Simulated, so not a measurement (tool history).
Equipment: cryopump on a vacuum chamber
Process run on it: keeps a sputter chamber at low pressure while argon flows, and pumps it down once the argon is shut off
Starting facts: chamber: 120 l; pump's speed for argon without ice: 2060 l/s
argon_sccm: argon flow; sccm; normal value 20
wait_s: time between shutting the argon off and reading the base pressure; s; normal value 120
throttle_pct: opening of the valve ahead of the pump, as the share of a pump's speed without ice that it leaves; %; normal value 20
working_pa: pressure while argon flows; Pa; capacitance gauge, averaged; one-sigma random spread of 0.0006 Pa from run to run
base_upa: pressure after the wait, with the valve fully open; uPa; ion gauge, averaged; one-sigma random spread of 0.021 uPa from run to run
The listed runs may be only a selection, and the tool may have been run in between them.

run    hour  argon_sccm  wait_s  throttle_pct  working_pa  base_upa
  1     0.0          20     120            20      0.0875      0.90
  2   107.9          20     120            20      0.0894      1.06
      152.3  -- pump warmed up, emptied and cooled again
  3   168.5          20     120            36      0.0461      0.85
  4   253.4          20     120            36      0.0465      0.94
  5   319.4          20     120            36      0.0462      1.00
  6   410.1          20     120            36      0.0471      1.06
  7   486.1          20     120            36      0.0466      1.13
  8   596.5          20     120            36      0.0482      1.23
  9   659.8          20     120            40      0.0439      1.36
      764.3  -- leaking fittings of the chamber tightened, without venting
 10   770.9          18     120            20      0.0765      0.41
 11   865.9          31      24            40      0.0693      1.37
 12   966.6           9      43            21      0.0368      1.01
 13  1066.1          18      89            39      0.0435      0.75
 14  1169.2          18      89            39      0.0435      0.83
 15  1222.7          14     243            20      0.0615      0.75
 16  1279.5          14     197            16      0.0767      0.80
     1335.3  -- pump warmed up, emptied and cooled again
 17  1355.3          34     120            20      0.1420      0.75
 18  1466.6          29      35            54      0.0457      1.34
 19  1575.2          29      35            31      0.0801      1.41
 20  1623.4          29      35            31      0.0791      1.50

Forecast each of these 4 alternatives for the next run:
  A  1724.1          39      35            60           ?         ?
  B  1724.1          20     120            20           ?         ?
  C  1724.1          13     112            18           ?         ?
  D  1724.1          20      61            20           ?         ?

run  working_pa  base_upa
  A      0.0585      1.58
  B      0.0843      1.07
  C      0.0599      1.10
  D      0.0839      1.26
What these runs would have given with no unlogged condition in the tool:
run  working_pa  base_upa
  A      0.0536      0.87
  B      0.0818      0.35
  C      0.0583      0.39
  D      0.0814      0.55

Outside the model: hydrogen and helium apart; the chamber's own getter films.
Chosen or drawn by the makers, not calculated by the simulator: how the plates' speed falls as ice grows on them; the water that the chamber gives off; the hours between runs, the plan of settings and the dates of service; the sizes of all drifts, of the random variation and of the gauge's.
